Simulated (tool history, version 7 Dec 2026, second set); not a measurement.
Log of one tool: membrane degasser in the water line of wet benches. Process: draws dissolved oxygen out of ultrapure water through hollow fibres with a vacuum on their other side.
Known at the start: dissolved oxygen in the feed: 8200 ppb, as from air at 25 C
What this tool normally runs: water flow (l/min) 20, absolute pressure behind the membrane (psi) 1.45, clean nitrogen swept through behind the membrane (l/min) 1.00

| run | hour | water flow (l/min) | absolute pressure behind the membrane (psi) | clean nitrogen swept through behind the membrane (l/min) | dissolved oxygen in the water behind the degasser (ppb) | pressure that the water loses in the fibres (psi) |
|---|---|---|---|---|---|---|
| 1 | 0.0 | 20 | 1.45 | 1.00 | 434.8 | 9.124 |
| 2 | 169.2 | 20 | 1.45 | 1.00 | 439.6 | 9.066 |
| 3 | 339.4 | 20 | 1.25 | 1.00 | 382.5 | 9.043 |
| 4 | 440.3 | 16 | 1.45 | 1.00 | 314.9 | 7.268 |
| 5 | 571.6 | 16 | 1.45 | 1.00 | 311.0 | 7.291 |
| 6 | 664.1 | 16 | 1.45 | 1.00 | 312.6 | 7.285 |
| 7 | 842.3 | 20 | 1.45 | 1.00 | 442.1 | 9.129 |
| 8 | 1000.5 | 20 | 1.45 | 1.00 | 435.1 | 9.117 |
| 9 | 1116.8 | 20 | 1.45 | 1.00 | 445.0 | 9.088 |
| 10 | 1226.6 | 20 | 1.45 | 1.00 | 440.3 | 9.134 |
| 11 | 1358.3 | 20 | 1.45 | 1.00 | 439.3 | 9.098 |
| 12 | 1482.0 | 20 | 1.45 | 1.00 | 434.0 | 9.103 |
| 13 | 1652.0 | 20 | 1.45 | 1.00 | 437.6 | 9.166 |
| 14 | 1774.2 | 20 | 1.45 | 1.00 | 430.7 | 9.201 |
| 15 | 1909.7 | 20 | 1.45 | 1.00 | 440.6 | 9.120 |
| 16 | 1989.4 | 20 | 1.45 | 1.00 | 441.3 | 9.123 |
| 17 | 2095.4 | 15 | 1.38 | 0.75 | 328.8 | 6.836 |
| 18 | 2192.4 | 25 | 0.97 | 1.00 | 474.4 | 11.330 |
| 19 | 2297.8 | 25 | 0.97 | 1.00 | 473.6 | 11.370 |
| 20 | 2441.7 | 25 | 0.97 | 1.00 | 472.7 | 11.414 |
| 21 | 2582.3 | 25 | 0.97 | 1.00 | 477.7 | 11.323 |
| 22 | 2662.6 | 25 | 0.97 | 1.00 | 476.6 | 11.356 |
| 23 | 2817.4 | 20 | 1.45 | 0.67 | 558.3 | 9.066 |
| 24 | 2934.4 | 20 | 1.65 | 1.10 | 464.8 | 9.043 |
| 25 | 3108.9 | 13 | 1.42 | 1.00 | 223.6 | 5.942 |
| 26 | 3185.3 | 19 | 1.07 | 0.52 | 424.8 | 8.653 |
| 27 | 3303.2 | 30 | 2.29 | 1.58 | 926.1 | 13.606 |
| 28 | 3395.0 | 30 | 2.29 | 1.58 | 919.7 | 13.602 |
| 29 | 3506.5 | 30 | 2.29 | 1.58 | 917.0 | 13.694 |
| 30 | 3601.7 | 30 | 1.19 | 2.26 | 603.2 | 13.649 |
| 31 | 3767.9 | 30 | 1.17 | 0.94 | 746.2 | 13.629 |
| 32 | 3843.3 | 30 | 1.17 | 0.94 | 750.9 | 13.764 |

Removed from this log: 2 entries logged between the listed runs. Between which two listed runs does each belong, and how does the tool's hidden state at the listed run before it compare with that at the listed run after it?
Between runs 5 and 6: vacuum gauge calibrated (hour 632.0)
  both runs share identical hidden conditions
Between runs 25 and 26: seals of the vacuum lines changed (hour 3134.3)
  air that leaks in behind the membrane, l/min: 0.0021 -> 0.002

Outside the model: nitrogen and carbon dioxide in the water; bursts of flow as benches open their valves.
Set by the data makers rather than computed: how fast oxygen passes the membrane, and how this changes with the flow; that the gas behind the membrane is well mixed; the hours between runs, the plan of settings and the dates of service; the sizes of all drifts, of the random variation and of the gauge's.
